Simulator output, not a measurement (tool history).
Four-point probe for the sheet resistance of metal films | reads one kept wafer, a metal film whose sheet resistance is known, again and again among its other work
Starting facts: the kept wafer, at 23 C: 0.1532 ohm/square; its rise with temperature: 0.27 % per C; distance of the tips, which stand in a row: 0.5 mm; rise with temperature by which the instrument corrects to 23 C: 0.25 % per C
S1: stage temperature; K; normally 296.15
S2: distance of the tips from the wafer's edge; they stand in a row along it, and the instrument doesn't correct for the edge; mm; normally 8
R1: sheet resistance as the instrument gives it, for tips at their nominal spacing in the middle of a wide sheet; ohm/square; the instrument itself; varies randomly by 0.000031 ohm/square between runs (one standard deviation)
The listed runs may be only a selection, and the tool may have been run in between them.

run,hour,S1,S2,R1
1,0,296.15,8,0.153553
2,20.6,296.15,8,0.15355
3,49.7,296.15,8,0.153558
4,73.8,296.15,8,0.153595
5,97.1,296.15,8,0.153531
6,142.4,296.15,15,0.153338
7,175.1,296.15,67,0.153259
8,196.5,296.15,67,0.153201
9,235.2,296.15,67,0.153216
10,270,296.15,67,0.153244
11,297.6,296.15,67,0.153226
12,336.3,296.15,67,0.153212
13,380.8,296.15,67,0.153197
14,423,307.15,5,0.154374
15,464.3,296.15,20,0.153246
16,507.9,303.15,19,0.153458
17,551.6,303.15,19,0.153432
18,599.6,303.15,19,0.153456
19,641.6,294.15,27,0.153233
20,681.2,308.15,4,0.154792
21,701.7,304.15,70,0.153459
22,752.7,304.15,70,0.153432
23,777,297.15,56,0.153214
24,823.9,307.15,8,0.153819
25,871,295.15,10,0.153391
26,892.5,295.15,10,0.153423

Below are 3 alternative next runs, each starting from the tool's condition after run 26. Predict each:
A,916.6,305.15,12,?
B,916.6,298.15,10,?
C,916.6,306.15,33,?

run,R1
A,0.153657
B,0.153454
C,0.15351
The same runs, with their run-to-run variation unchanged, on a tool lacking any hidden condition would have given:
run,R1
A,0.153639
B,0.153435
C,0.153491
